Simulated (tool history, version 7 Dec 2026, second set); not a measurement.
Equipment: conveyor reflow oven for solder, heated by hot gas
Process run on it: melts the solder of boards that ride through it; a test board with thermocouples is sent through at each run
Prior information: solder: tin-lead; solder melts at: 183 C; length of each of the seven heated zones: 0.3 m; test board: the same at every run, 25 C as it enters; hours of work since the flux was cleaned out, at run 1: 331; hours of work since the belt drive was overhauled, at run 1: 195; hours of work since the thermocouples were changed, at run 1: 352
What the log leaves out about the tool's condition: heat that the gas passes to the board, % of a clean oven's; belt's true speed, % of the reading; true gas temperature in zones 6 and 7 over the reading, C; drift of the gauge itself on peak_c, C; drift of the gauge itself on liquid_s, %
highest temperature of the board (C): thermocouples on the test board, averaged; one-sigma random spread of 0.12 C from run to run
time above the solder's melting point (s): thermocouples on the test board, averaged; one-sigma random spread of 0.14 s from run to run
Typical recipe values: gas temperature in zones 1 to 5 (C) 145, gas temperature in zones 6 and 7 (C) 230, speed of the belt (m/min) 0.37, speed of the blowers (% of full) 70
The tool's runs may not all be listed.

run,hour,gas temperature in zones 1 to 5 (C),gas temperature in zones 6 and 7 (C),speed of the belt (m/min),speed of the blowers (% of full),hours of work since the flux was cleaned out,hours of work since the belt drive was overhauled,hours of work since the thermocouples were changed,highest temperature of the board (C),time above the solder's melting point (s)
1,0,145,230,0.37,70,331,195,352,218.9,79.1
2,4.8,145,230,0.37,70,335,198,356,219,78.9
3,12.8,145,230,0.435,70,340,204,361,214.7,62.8
4,22.3,145,230,0.37,70,347,210,368,218.8,79.2
5,28.2,145,220,0.37,70,351,214,372,209.9,70.8
# hour 41.2: flux residue cleaned out of gas plates and filters
6,41.7,145,244,0.37,70,0,220,378,231.8,88.2
7,51.4,145,244,0.37,70,7,227,385,231.8,88.3
8,57.1,145,228,0.37,70,11,231,389,217.1,77.6
9,63.1,145,228,0.37,70,15,236,393,217.2,77.7
10,68.4,145,230,0.37,70,19,239,397,218.8,79.1
11,77.9,145,230,0.37,70,26,246,403,219.2,78.9
12,82.5,145,230,0.37,70,29,249,407,219,79.2
13,91,145,230,0.37,70,35,255,413,218.9,79.3
14,98.6,145,230,0.37,70,40,260,418,219,79.5
15,106.2,145,230,0.37,70,46,266,423,218.9,79.3
16,112.1,145,230,0.37,70,50,270,427,219,79.4
17,120,135,239,0.392,83,55,275,433,227.1,76.4
18,124.5,135,239,0.392,83,58,279,436,227,76.5
19,133.3,145,228,0.365,70,65,285,442,217.6,79.2
20,140.9,145,221,0.303,70,70,290,448,214.7,94.9
21,147.5,145,234,0.319,70,75,295,452,225.9,99
22,156.5,148,219,0.383,81,81,301,459,210.7,71.1
23,165.3,148,219,0.383,81,87,307,465,210.3,70.9
24,175.3,131,230,0.37,70,94,314,472,217.1,70.9
25,182.4,132,236,0.37,70,99,319,477,222.4,76.4
26,190.7,145,230,0.33,70,105,325,483,221.4,92.1
27,198,156,241,0.33,70,110,330,488,233,105.6
28,203.3,156,241,0.33,70,114,334,491,233.1,105.5
29,210.7,156,241,0.33,70,119,339,497,232.8,105.7

Expected results for the next run?
30,218.8,156,241,0.33,70,125,345,502,?,?

highest temperature of the board (C): 232.9
time above the solder's melting point (s): 105.4
Without the tool's hidden state the same run would have given highest temperature of the board (C) 232.9, time above the solder's melting point (s) 105.3.
